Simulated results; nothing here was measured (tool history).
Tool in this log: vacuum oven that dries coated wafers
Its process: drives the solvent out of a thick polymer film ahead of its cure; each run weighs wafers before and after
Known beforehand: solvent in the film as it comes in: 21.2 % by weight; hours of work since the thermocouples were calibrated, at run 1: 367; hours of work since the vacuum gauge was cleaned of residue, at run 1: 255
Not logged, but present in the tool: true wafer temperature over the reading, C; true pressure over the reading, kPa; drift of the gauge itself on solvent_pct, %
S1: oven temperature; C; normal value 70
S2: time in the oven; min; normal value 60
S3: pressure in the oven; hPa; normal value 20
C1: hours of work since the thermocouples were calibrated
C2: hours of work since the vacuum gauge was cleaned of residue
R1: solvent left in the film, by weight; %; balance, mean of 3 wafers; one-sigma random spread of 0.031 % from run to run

Run 1, hour 0: usual settings; C1 367; C2 255. Result: R1 4.71 %.
Run 2, hour 12.2: usual settings; C1 377; C2 264. Result: R1 4.72 %.
Run 3, hour 25.9: usual settings but S3 20.1 hPa; C1 387; C2 274. Result: R1 4.71 %.
Run 4, hour 40.1: usual settings but S2 103 min; C1 398; C2 285. Result: R1 2.55 %.
Run 5, hour 48.8: usual settings; C1 404; C2 291. Result: R1 4.71 %.
Run 6, hour 60.9: usual settings; C1 413; C2 301. Result: R1 4.69 %.
Run 7, hour 68.8: usual settings; C1 419; C2 307. Result: R1 4.72 %.
Run 8, hour 82: usual settings; C1 429; C2 317. Result: R1 4.79 %.
Run 9, hour 91.2: usual settings but S3 15 hPa; C1 436; C2 324. Result: R1 4.37 %.
Run 10, hour 103.3: usual settings but S2 66 min, S3 15 hPa; C1 446; C2 333. Result: R1 3.92 %.
Run 11, hour 117.9: usual settings; C1 457; C2 344. Result: R1 4.71 %.
Run 12, hour 127.3: usual settings; C1 464; C2 351. Result: R1 4.69 %.
Run 13, hour 134.8: usual settings but S3 48.4 hPa; C1 469; C2 357. Result: R1 6.56 %.
Run 14, hour 150.4: usual settings but S1 62 C; C1 481; C2 368. Result: R1 7.22 %.
Run 15, hour 162.5: usual settings but S1 57 C; C1 490; C2 378. Result: R1 9.03 %.
Run 16, hour 175.4: usual settings but S1 57 C; C1 500; C2 387. Result: R1 8.95 %.
Run 17, hour 188.1: usual settings but S3 15.7 hPa; C1 510; C2 397. Result: R1 4.43 %.
Run 18, hour 200.2: usual settings but S3 15.7 hPa; C1 519; C2 406. Result: R1 4.38 %.
Run 19, hour 208.9: usual settings but S3 15.7 hPa; C1 526; C2 413. Result: R1 4.38 %.
Run 20, hour 218.7: usual settings but S3 70.7 hPa; C1 533; C2 420. Result: R1 7.92 %.
Run 21, hour 227.9: usual settings but S3 70.7 hPa; C1 540; C2 427. Result: R1 8.03 %.
Run 22, hour 235.3: usual settings but S3 70.7 hPa; C1 545; C2 433. Result: R1 7.94 %.
Run 23, hour 250: usual settings; C1 557; C2 444. Result: R1 4.68 %.
Run 24, hour 260.4: usual settings but S1 56 C, S2 63 min, S3 29.6 hPa; C1 564; C2 452. Result: R1 9.94 %.
Run 25, hour 269.6: usual settings but S1 66 C, S2 63 min, S3 36.3 hPa; C1 571; C2 459. Result: R1 6.89 %.
Run 26, hour 277.5: usual settings but S1 73 C, S2 80 min; C1 577; C2 465. Result: R1 2.76 %.
Run 27, hour 288.6: usual settings but S1 56 C, S2 38 min, S3 15 hPa; C1 586; C2 473. Result: R1 11.27 %.
Run 28, hour 303.3: usual settings but S1 56 C, S2 38 min, S3 15 hPa; C1 597; C2 484. Result: R1 11.33 %.
Run 29, hour 319.1: usual settings but S1 56 C, S2 38 min, S3 15 hPa; C1 609; C2 496. Result: R1 11.38 %.
At hour 321.4: vacuum gauge cleaned of residue and calibrated.
Run 30, hour 329.9: usual settings but S1 56 C, S2 38 min, S3 15 hPa; C1 616; C2 6. Result: R1 11.38 %.
Run 31, hour 339.5: usual settings but S1 60 C, S2 32 min, S3 34 hPa; C1 623; C2 14. Result: R1 12.19 %.
Run 32, hour 348.2: usual settings but S1 60 C, S2 32 min, S3 34 hPa; C1 630; C2 20. Result: R1 12.32 %.
Run 33, hour 362.5: usual settings but S1 59 C, S2 98 min, S3 32.9 hPa; C1 641; C2 31. Result: R1 7.12 %.
Run 34, hour 378.4: usual settings but S1 64 C, S3 68.8 hPa; C1 653; C2 43. Result: R1 10.31 %.
Run 35, hour 390.2: usual settings but S2 43 min, S3 19.5 hPa; C1 662; C2 52. Result: R1 6.59 %.
Run 36, hour 403.2: usual settings but S2 36 min, S3 15.3 hPa; C1 671; C2 62. Result: R1 7.28 %.
At hour 414.4: vacuum gauge cleaned of residue and calibrated, once more.
Run 37, hour 415.9: usual settings but S1 82 C, S2 75 min, S3 52.9 hPa; C1 680; C2 1. Result: R1 2.92 %.
Run 38, hour 423.1: usual settings but S1 82 C, S2 75 min, S3 52.9 hPa; C1 685; C2 7. Result: R1 2.86 %.
Run 39, hour 432.8: usual settings but S2 96 min; C1 693; C2 14. Result: R1 2.63 %.
Run 40, hour 446.5: usual settings but S2 96 min; C1 703; C2 24. Result: R1 2.56 %.
Run 41, hour 462.2: usual settings but S1 72 C, S2 48 min; C1 715; C2 36. Result: R1 5.07 %.
Run 42, hour 470.2: usual settings but S1 66 C, S2 54 min; C1 721; C2 42. Result: R1 6.26 %.
Run 43, hour 481.4: usual settings but S2 66 min, S3 28.6 hPa; C1 729; C2 51. Result: R1 4.62 %.
Run 44, hour 497.2: usual settings but S2 44 min; C1 741; C2 63. Result: R1 6.26 %.
Run 45, hour 510.3: usual settings but S1 80 C, S2 40 min, S3 23.3 hPa; C1 751; C2 73. Result: R1 4.07 %.
At hour 515.5: oven's thermocouples calibrated.
Run 46, hour 519.9: usual settings but S1 65 C, S3 23.3 hPa; C1 3; C2 78. Result: R1 6.46 %.

Branching from run 46: 5 alternative next runs. What would each branch give?
Run A, hour 529.4: usual settings but S2 95 min; C1 11; C2 86. Result: R1 ?.
Run B, hour 529.4: usual settings but S1 56 C, S2 84 min, S3 14 hPa; C1 11; C2 86. Result: R1 ?.
Run C, hour 529.4: usual settings but S1 79 C, S2 58 min, S3 65.8 hPa; C1 11; C2 86. Result: R1 ?.
Run D, hour 529.4: usual settings but S1 57 C, S3 23.3 hPa; C1 11; C2 86. Result: R1 ?.
Run E, hour 529.4: usual settings but S1 78 C; C1 11; C2 86. Result: R1 ?.

run    R1
  A  2.76
  B   6.9
  C  4.95
  D  9.16
  E  2.66
Without the tool's unlogged condition, the same runs would have read:
run    R1
  A  2.75
  B  6.89
  C  4.95
  D  9.15
  E  2.66

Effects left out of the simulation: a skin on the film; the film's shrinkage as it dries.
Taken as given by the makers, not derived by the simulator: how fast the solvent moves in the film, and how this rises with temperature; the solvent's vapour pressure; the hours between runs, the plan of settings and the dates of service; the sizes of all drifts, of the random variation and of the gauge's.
